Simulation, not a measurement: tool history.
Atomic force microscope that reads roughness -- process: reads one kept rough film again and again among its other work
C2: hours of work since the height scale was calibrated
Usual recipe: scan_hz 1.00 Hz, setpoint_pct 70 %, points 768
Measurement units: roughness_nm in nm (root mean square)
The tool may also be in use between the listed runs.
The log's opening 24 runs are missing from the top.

run 25 hour=698.5 | scan_hz=0.58 setpoint_pct=85 points=281 | pictures_with_this_tip=263 C2=400 | roughness_nm=0.4804
run 26 hour=724.2 | scan_hz=2.55 setpoint_pct=85 points=428 | pictures_with_this_tip=296 C2=413 | roughness_nm=0.4130
run 27 hour=761.0 | scan_hz=1.82 setpoint_pct=88 points=854 | pictures_with_this_tip=344 C2=432 | roughness_nm=0.4271
run 28 hour=779.4 | scan_hz=2.89 setpoint_pct=66 points=728 | pictures_with_this_tip=368 C2=441 | roughness_nm=0.4642
-- hour=798.3 new tip fitted
run 29 hour=819.4 | scan_hz=1.08 setpoint_pct=58 points=985 | pictures_with_this_tip=28 C2=460 | roughness_nm=0.5064
run 30 hour=860.0 | scan_hz=3.83 setpoint_pct=65 points=256 | pictures_with_this_tip=81 C2=481 | roughness_nm=0.4571
run 31 hour=893.2 | scan_hz=3.83 setpoint_pct=74 points=256 | pictures_with_this_tip=124 C2=497 | roughness_nm=0.4244
run 32 hour=919.2 | scan_hz=3.83 setpoint_pct=74 points=301 | pictures_with_this_tip=158 C2=510 | roughness_nm=0.4252
run 33 hour=961.5 | scan_hz=3.83 setpoint_pct=74 points=644 | pictures_with_this_tip=213 C2=531 | roughness_nm=0.4268
run 34 hour=999.8 | scan_hz=1.00 setpoint_pct=70 points=304 | pictures_with_this_tip=263 C2=551 | roughness_nm=0.4880
run 35 hour=1028.6 | scan_hz=1.00 setpoint_pct=70 points=304 | pictures_with_this_tip=301 C2=565 | roughness_nm=0.4874
run 36 hour=1057.0 | scan_hz=2.77 setpoint_pct=81 points=389 | pictures_with_this_tip=338 C2=579 | roughness_nm=0.4210
run 37 hour=1087.1 | scan_hz=0.56 setpoint_pct=65 points=389 | pictures_with_this_tip=377 C2=594 | roughness_nm=0.4992
-- hour=1099.2 new tip fitted
run 38 hour=1108.8 | scan_hz=1.00 setpoint_pct=88 points=768 | pictures_with_this_tip=13 C2=605 | roughness_nm=0.4683
run 39 hour=1141.3 | scan_hz=1.00 setpoint_pct=88 points=768 | pictures_with_this_tip=55 C2=621 | roughness_nm=0.4680
run 40 hour=1167.1 | scan_hz=1.20 setpoint_pct=78 points=736 | pictures_with_this_tip=89 C2=634 | roughness_nm=0.4781
run 41 hour=1193.1 | scan_hz=1.67 setpoint_pct=78 points=1017 | pictures_with_this_tip=123 C2=647 | roughness_nm=0.4654
run 42 hour=1227.0 | scan_hz=1.67 setpoint_pct=78 points=1017 | pictures_with_this_tip=167 C2=664 | roughness_nm=0.4646
run 43 hour=1254.9 | scan_hz=1.67 setpoint_pct=78 points=1017 | pictures_with_this_tip=203 C2=678 | roughness_nm=0.4624
run 44 hour=1279.3 | scan_hz=1.67 setpoint_pct=78 points=1017 | pictures_with_this_tip=235 C2=690 | roughness_nm=0.4624

Below are 3 alternative next runs, each starting from the tool's condition after run 44. Predict each:
run A hour=1314.8 | scan_hz=1.00 setpoint_pct=61 points=768 | pictures_with_this_tip=281 C2=708 | roughness_nm=?
run B hour=1314.8 | scan_hz=0.53 setpoint_pct=78 points=776 | pictures_with_this_tip=281 C2=708 | roughness_nm=?
run C hour=1314.8 | scan_hz=1.86 setpoint_pct=83 points=273 | pictures_with_this_tip=281 C2=708 | roughness_nm=?

run=A roughness_nm=0.4982
run=B roughness_nm=0.4945
run=C roughness_nm=0.4401
With no hidden state in the tool, these same runs would have given:
run=A roughness_nm=0.5030
run=B roughness_nm=0.4992
run=C roughness_nm=0.4443
